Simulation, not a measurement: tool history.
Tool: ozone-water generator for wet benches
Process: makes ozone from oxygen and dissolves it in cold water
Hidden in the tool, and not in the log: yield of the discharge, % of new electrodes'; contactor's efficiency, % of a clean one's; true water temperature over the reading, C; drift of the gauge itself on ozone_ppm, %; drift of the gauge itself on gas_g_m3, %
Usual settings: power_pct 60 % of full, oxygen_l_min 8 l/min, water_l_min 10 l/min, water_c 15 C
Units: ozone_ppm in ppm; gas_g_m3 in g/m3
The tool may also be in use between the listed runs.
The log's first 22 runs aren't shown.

| run | day | power_pct | oxygen_l_min | water_l_min | water_c | hours of work since the electrodes were changed | hours of work since the contactor was cleaned | hours of work since the thermometer was calibrated | ozone_ppm | gas_g_m3 |
|---|---|---|---|---|---|---|---|---|---|---|
| 23 | 29.117 | 69 | 4.14 | 13 | 14 | 1635 | 5388 | 2222 | 41.8 | 316.1 |
| 24 | 29.925 | 60 | 8 | 11 | 21 | 1651 | 5403 | 2237 | 32.8 | 195.4 |
| 25 | 31.517 | 60 | 8 | 11 | 21 | 1682 | 5434 | 2268 | 32.4 | 197.1 |
| 26 | 32.683 | 60 | 8 | 11 | 21 | 1704 | 5457 | 2290 | 32.4 | 194.8 |
| 27 | 33.508 | 82 | 8 | 11 | 21 | 1720 | 5472 | 2306 | 39.1 | 234.1 |
| 28 | 34.65 | 84 | 4.3 | 12 | 13 | 1742 | 5494 | 2328 | 50 | 345.6 |
| 29 | 36.425 | 84 | 9.64 | 10 | 13 | 1776 | 5529 | 2362 | 47.5 | 211.6 |
| 30 | 38.142 | 42 | 4.42 | 11 | 11 | 1809 | 5562 | 2396 | 36.4 | 227.1 |
| 31 | 39.246 | 45 | 4.06 | 12 | 21 | 1831 | 5583 | 2417 | 30.3 | 247.7 |
| 32 | 40.771 | 45 | 4.06 | 12 | 21 | 1860 | 5612 | 2446 | 30.4 | 247.4 |

3 ways to go on from here, each from the tool as it stands after run 32. What would each give?
| A | 42.029 | 84 | 4.06 | 12 | 9 | 1884 | 5637 | 2470 | ? | ? |
| B | 42.029 | 60 | 11.03 | 10 | 15 | 1884 | 5637 | 2470 | ? | ? |
| C | 42.029 | 60 | 8 | 16 | 15 | 1884 | 5637 | 2470 | ? | ? |

| run | ozone_ppm | gas_g_m3 |
|---|---|---|
| A | 52.9 | 356.7 |
| B | 35.5 | 160.4 |
| C | 29.2 | 196.9 |
Without the tool's hidden state the same runs would have given:
| run | ozone_ppm | gas_g_m3 |
|---|---|---|
| A | 57.2 | 373.2 |
| B | 37.9 | 166.5 |
| C | 31.4 | 204.3 |
